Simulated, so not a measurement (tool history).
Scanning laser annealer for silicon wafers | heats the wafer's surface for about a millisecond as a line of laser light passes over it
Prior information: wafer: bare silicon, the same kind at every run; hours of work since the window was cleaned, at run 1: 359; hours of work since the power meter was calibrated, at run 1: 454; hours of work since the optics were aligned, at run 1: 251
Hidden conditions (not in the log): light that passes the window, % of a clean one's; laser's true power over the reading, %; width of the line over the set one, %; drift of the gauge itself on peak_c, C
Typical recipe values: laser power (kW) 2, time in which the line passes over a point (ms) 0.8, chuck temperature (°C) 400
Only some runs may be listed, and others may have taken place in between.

| run | hour | laser power (kW) | time in which the line passes over a point (ms) | chuck temperature (°C) | hours of work since the window was cleaned | hours of work since the power meter was calibrated | hours of work since the optics were aligned | highest temperature of the surface (°C) |
|---|---|---|---|---|---|---|---|---|
| 1 | 0 | 2 | 0.8 | 400 | 359 | 454 | 251 | 1187 |
| 2 | 22.2 | 2 | 0.8 | 400 | 375 | 470 | 268 | 1188 |
| 3 | 44 | 2 | 0.8 | 400 | 392 | 486 | 284 | 1187 |
| 4 | 57.4 | 2 | 0.675 | 400 | 401 | 496 | 293 | 1132 |
| 5 | 68.8 | 1.824 | 0.8 | 400 | 410 | 505 | 302 | 1109 |
| 6 | 90.7 | 2 | 0.991 | 400 | 426 | 521 | 318 | 1261 |
| 7 | 112.5 | 2 | 0.8 | 400 | 442 | 537 | 334 | 1186 |
| 8 | 127.1 | 2 | 0.8 | 400 | 453 | 547 | 345 | 1186 |
| 9 | 145.6 | 1.757 | 0.8 | 400 | 466 | 561 | 358 | 1076 |
| 10 | 165.2 | 2 | 0.8 | 400 | 481 | 575 | 373 | 1187 |
| 11 | 174.7 | 2.2 | 0.8 | 400 | 488 | 582 | 380 | 1281 |
| 12 | 190 | 2 | 0.8 | 400 | 499 | 594 | 391 | 1187 |
| 13 | 198.9 | 2 | 0.8 | 400 | 506 | 600 | 398 | 1190 |
| 14 | 215.1 | 2 | 0.8 | 400 | 517 | 612 | 409 | 1189 |
| 15 | 229.2 | 2 | 0.8 | 400 | 528 | 623 | 420 | 1190 |
| 16 | 242.1 | 2 | 0.8 | 400 | 537 | 632 | 429 | 1187 |
| 17 | 263.3 | 2 | 0.8 | 400 | 553 | 648 | 445 | 1183 |
| 18 | 281 | 2 | 0.8 | 400 | 566 | 661 | 458 | 1188 |
| 19 | 298.7 | 2 | 0.8 | 400 | 579 | 674 | 471 | 1188 |
| 20 | 311.4 | 2 | 0.8 | 400 | 588 | 683 | 480 | 1187 |
| 21 | 320.9 | 2.124 | 0.8 | 400 | 595 | 690 | 487 | 1241 |
| 22 | 342 | 2.124 | 0.8 | 400 | 611 | 706 | 503 | 1243 |
| 23 | 360.3 | 1.703 | 0.8 | 440 | 624 | 719 | 516 | 1093 |
| 24 | 369.3 | 1.888 | 0.608 | 409 | 631 | 726 | 523 | 1063 |
| 25 | 385.2 | 1.888 | 0.608 | 409 | 643 | 737 | 535 | 1066 |

Run 26 comes next. What will it give?
| 26 | 400.3 | 1.762 | 0.654 | 385 | 654 | 748 | 546 | ? |

Run 26 yielded highest temperature of the surface (°C) 1009.
If the tool had no hidden condition, the same run with the same run-to-run variation would have returned highest temperature of the surface (°C) 1010.

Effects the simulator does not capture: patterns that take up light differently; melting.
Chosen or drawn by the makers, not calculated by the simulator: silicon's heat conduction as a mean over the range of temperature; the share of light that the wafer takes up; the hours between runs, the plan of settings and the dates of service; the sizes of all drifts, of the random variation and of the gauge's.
